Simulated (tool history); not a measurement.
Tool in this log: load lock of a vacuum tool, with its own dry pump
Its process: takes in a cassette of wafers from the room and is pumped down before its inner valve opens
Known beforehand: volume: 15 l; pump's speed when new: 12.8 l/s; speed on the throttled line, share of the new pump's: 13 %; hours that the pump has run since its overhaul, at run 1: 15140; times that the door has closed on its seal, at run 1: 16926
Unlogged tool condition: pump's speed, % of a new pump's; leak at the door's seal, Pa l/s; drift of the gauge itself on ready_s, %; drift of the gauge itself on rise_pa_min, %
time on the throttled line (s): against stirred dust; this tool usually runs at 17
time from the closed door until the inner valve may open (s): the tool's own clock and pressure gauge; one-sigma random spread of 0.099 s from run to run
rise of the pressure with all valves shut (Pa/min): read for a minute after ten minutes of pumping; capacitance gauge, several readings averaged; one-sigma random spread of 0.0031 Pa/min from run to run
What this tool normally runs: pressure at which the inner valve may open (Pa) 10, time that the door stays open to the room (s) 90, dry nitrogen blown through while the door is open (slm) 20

run,hour,time on the throttled line (s),pressure at which the inner valve may open (Pa),time that the door stays open to the room (s),dry nitrogen blown through while the door is open (slm),hours that the pump has run since its overhaul,times that the door has closed on its seal,"incoming humidity of the room's air, %",time from the closed door until the inner valve may open (s),rise of the pressure with all valves shut (Pa/min)
1,0.0,17,10,90,20,15140,16926,44.0,26.50,0.206
2,647.8,17,10,90,20,15788,19881,48.7,26.71,0.254
# hour 1148.8: door's seal changed, seat wiped
3,1207.6,17,10,90,20,16347,268,43.2,26.60,0.095
4,1491.7,17,10,90,20,16631,1564,43.2,26.58,0.088
5,2113.1,17,10,90,20,17252,4399,42.9,26.92,0.113
6,2593.7,17,10,90,20,17733,6592,44.9,26.58,0.126
7,3028.7,18,10,167,4,18168,8577,43.5,27.36,0.224
# hour 3346.7: dry pump taken out, an overhauled one fitted
8,3575.1,18,10,63,13,228,11042,44.4,26.55,0.143
9,4206.3,17,10,154,20,860,13922,44.2,25.86,0.211
10,4522.5,8,15,43,20,1176,15364,42.6,17.42,0.156
11,4974.7,9,7,55,7,1628,17427,47.1,19.32,0.222
12,5601.6,9,7,55,7,2255,20287,43.8,19.29,0.245

Below are 5 alternative next runs, each starting from the tool's condition after run 12. Predict each:
A,5940.3,9,7,55,19,2594,21833,44.3,?,?
B,5940.3,12,12,55,7,2594,21833,43.3,?,?
C,5940.3,9,8,209,4,2594,21833,50.5,?,?
D,5940.3,9,7,26,7,2594,21833,43.4,?,?
E,5940.3,13,10,90,20,2594,21833,41.5,?,?

run,time from the closed door until the inner valve may open (s),rise of the pressure with all valves shut (Pa/min)
A,19.51,0.253
B,21.21,0.267
C,19.27,0.418
D,19.38,0.232
E,22.22,0.267
The same runs, with their run-to-run variation unchanged, on a tool lacking any hidden condition would have given:
run,time from the closed door until the inner valve may open (s),rise of the pressure with all valves shut (Pa/min)
A,19.36,0.071
B,21.07,0.086
C,19.12,0.234
D,19.23,0.050
E,22.08,0.085

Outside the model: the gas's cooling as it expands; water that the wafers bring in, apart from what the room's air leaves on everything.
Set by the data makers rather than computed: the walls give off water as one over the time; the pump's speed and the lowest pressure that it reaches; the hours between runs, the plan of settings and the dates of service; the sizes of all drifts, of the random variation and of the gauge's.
